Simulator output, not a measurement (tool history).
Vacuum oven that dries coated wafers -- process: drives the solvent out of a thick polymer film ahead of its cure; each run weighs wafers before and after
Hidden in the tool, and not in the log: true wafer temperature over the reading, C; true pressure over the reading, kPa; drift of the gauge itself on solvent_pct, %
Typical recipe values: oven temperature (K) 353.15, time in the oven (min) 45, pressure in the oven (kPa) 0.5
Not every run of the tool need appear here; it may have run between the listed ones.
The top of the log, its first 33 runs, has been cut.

run	hour	oven temperature (K)	time in the oven (min)	pressure in the oven (kPa)	hours of work since the thermocouples were calibrated	hours of work since the vacuum gauge was cleaned of residue	solvent left in the film (%)
34	2982.4	341.15	46	0.626	712	2535	6.3
35	3089.9	341.15	46	0.626	768	2591	6.48
36	3179.5	341.15	46	0.626	814	2637	6.44
37	3263.8	354.15	35	0.652	858	2681	4.52
38	3375.9	347.15	44	0.62	916	2739	5.22
39	3479.1	363.15	45	0.5	969	2792	1.81
# hour 3506.2: oven's thermocouples calibrated
40	3578.4	358.15	45	0.5	37	2843	2.72
41	3654.3	358.15	45	0.5	77	2882	2.66
42	3709.1	353.15	45	0.655	105	2910	3.81
43	3764.5	361.15	44	0.739	134	2939	2.41
44	3830.3	352.15	79	1.363	168	2973	2.87
45	3910.9	352.15	56	1.167	209	3014	3.73
46	3987.2	364.15	38	0.566	249	3054	2.26

Below are 5 alternative next runs, each starting from the tool's condition after run 46. Predict each:
A	4078.7	353.15	65	0.5	296	3101	?
B	4078.7	339.15	62	0.345	296	3101	?
C	4078.7	355.15	38	1.102	296	3101	?
D	4078.7	353.15	35	0.5	296	3101	?
E	4078.7	355.15	29	0.344	296	3101	?

run	solvent left in the film (%)
A	2.33
B	5.23
C	4.52
D	4.69
E	4.99
What these runs would have given with no unlogged condition in the tool:
run	solvent left in the film (%)
A	2.31
B	5.2
C	4.51
D	4.67
E	4.97

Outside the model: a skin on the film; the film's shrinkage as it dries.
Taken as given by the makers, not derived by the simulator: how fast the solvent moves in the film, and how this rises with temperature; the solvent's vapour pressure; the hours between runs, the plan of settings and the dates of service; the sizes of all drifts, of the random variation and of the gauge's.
